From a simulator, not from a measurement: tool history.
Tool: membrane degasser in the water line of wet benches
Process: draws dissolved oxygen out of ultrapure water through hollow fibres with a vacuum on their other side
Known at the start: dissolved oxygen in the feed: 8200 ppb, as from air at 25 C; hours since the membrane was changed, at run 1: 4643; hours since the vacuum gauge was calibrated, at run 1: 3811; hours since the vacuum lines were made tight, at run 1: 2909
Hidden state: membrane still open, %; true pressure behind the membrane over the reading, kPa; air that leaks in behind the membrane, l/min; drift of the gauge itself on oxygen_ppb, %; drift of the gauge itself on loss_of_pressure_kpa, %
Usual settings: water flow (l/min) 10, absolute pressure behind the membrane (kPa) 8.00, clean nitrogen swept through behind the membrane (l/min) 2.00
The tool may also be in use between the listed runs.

run	hour	water flow (l/min)	absolute pressure behind the membrane (kPa)	clean nitrogen swept through behind the membrane (l/min)	hours since the membrane was changed	hours since the vacuum gauge was calibrated	hours since the vacuum lines were made tight	dissolved oxygen in the water behind the degasser (ppb)	pressure that the water loses in the fibres (kPa)
1	0.0	10	8.00	2.00	4643	3811	2909	176.7	41.11
2	148.1	10	8.00	2.00	4791	3959	3057	179.8	41.34
3	276.2	12	8.00	2.00	4919	4087	3185	296.8	49.62
4	354.4	10	8.00	2.00	4997	4165	3263	179.6	41.57
5	521.5	10	8.00	2.00	5164	4332	3430	178.3	41.70
6	611.8	10	8.00	2.00	5254	4422	3520	179.3	41.41
7	784.1	10	12.58	2.00	5427	4595	3693	233.8	41.51
8	903.9	10	12.58	2.00	5546	4714	3813	235.0	41.41
9	1032.4	10	8.00	0.91	5675	4843	3941	248.4	41.79
10	1129.7	13	14.34	0.91	5772	4940	4038	630.1	54.57
11	1230.8	12	6.59	3.11	5873	5041	4139	262.7	49.89
12	1345.0	14	6.99	1.03	5988	5156	4254	481.9	58.74
# hour 1425.5: seals of the vacuum lines changed
13	1488.1	15	6.99	1.03	6129	5297	63	560.2	62.42
14	1617.4	15	6.99	0.88	6258	5426	192	577.4	62.77
15	1712.9	7	6.99	1.07	6353	5522	287	84.6	29.54
16	1864.3	7	6.99	1.07	6505	5673	439	84.2	29.11
17	2026.0	7	13.31	3.94	6667	5835	600	69.0	29.36

Forecast each of these 5 alternatives for the next run:
A	2179.7	7	7.24	1.61	6820	5988	754	?	?
B	2179.7	7	13.31	3.82	6820	5988	754	?	?
C	2179.7	15	12.09	3.94	6820	5988	754	?	?
D	2179.7	11	11.62	3.24	6820	5988	754	?	?
E	2179.7	7	13.31	3.94	6820	5988	754	?	?

run	dissolved oxygen in the water behind the degasser (ppb)	pressure that the water loses in the fibres (kPa)
A	67.8	29.06
B	71.2	29.51
C	514.9	63.04
D	243.4	46.46
E	68.5	29.37
Without the tool's hidden state the same runs would have given:
run	dissolved oxygen in the water behind the degasser (ppb)	pressure that the water loses in the fibres (kPa)
A	67.6	28.57
B	71.1	29.02
C	513.6	61.99
D	242.7	45.70
E	68.3	28.88
